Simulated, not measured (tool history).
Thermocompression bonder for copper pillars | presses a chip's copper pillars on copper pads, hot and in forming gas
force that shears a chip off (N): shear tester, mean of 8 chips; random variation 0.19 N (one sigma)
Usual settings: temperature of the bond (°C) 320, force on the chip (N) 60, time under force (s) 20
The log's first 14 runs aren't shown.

run   hour  temperature of the bond (°C)  force on the chip (N)  time under force (s)  force that shears a chip off (N)
 15  129.1                           320                     60                    20                                43
 16  134.1                           320                     45                    20                              37.1
 17  144.8                           320                     57                    20                                42
 18  153.7                           347                     60                    20                              54.2
 19  164.3                           347                     60                    20                              54.3
 20  173.4                           347                     60                    20                              54.1
 21  184.3                           339                     75                    17                              53.3
 22  191.6                           310                     38                    17                                28
 23  198.6                           320                     78                    28                              55.2
 24    209                           320                     78                    28                              55.8
 25  213.9                           320                     78                    28                              55.2
 26  224.9                           320                     78                    28                              55.3
 27  235.3                           320                     71                    20                              47.1
 28  243.3                           349                     85                    13                              55.8
 29    252                           290                     72                    48                              48.8
 30  261.5                           339                     59                    17                              47.3
 31  267.9                           339                     59                    17                              47.4
 32    277                           339                     59                    17                              47.4
 33  282.7                           339                     59                    17                              47.3
 34  291.7                           339                     59                    17                              47.4
 35  299.3                           301                     43                    27                              33.4
 36  310.6                           301                     43                    27                              33.1
 37  322.1                           301                     43                    27                              33.2
 38  329.2                           301                     43                    27                                33
 39    334                           302                     60                    52                              51.1

Forecast each of these 3 alternatives for the next run:
  A  342.5                           299                     60                    52                                 ?
  B  342.5                           318                     60                    18                                 ?
  C  342.5                           337                     60                    17                                 ?

run  force that shears a chip off (N)
  A                              50.2
  B                              40.1
  C                              46.4
Without the tool's hidden state the same runs would have given:
run  force that shears a chip off (N)
  A                              51.4
  B                                41
  C                              47.4

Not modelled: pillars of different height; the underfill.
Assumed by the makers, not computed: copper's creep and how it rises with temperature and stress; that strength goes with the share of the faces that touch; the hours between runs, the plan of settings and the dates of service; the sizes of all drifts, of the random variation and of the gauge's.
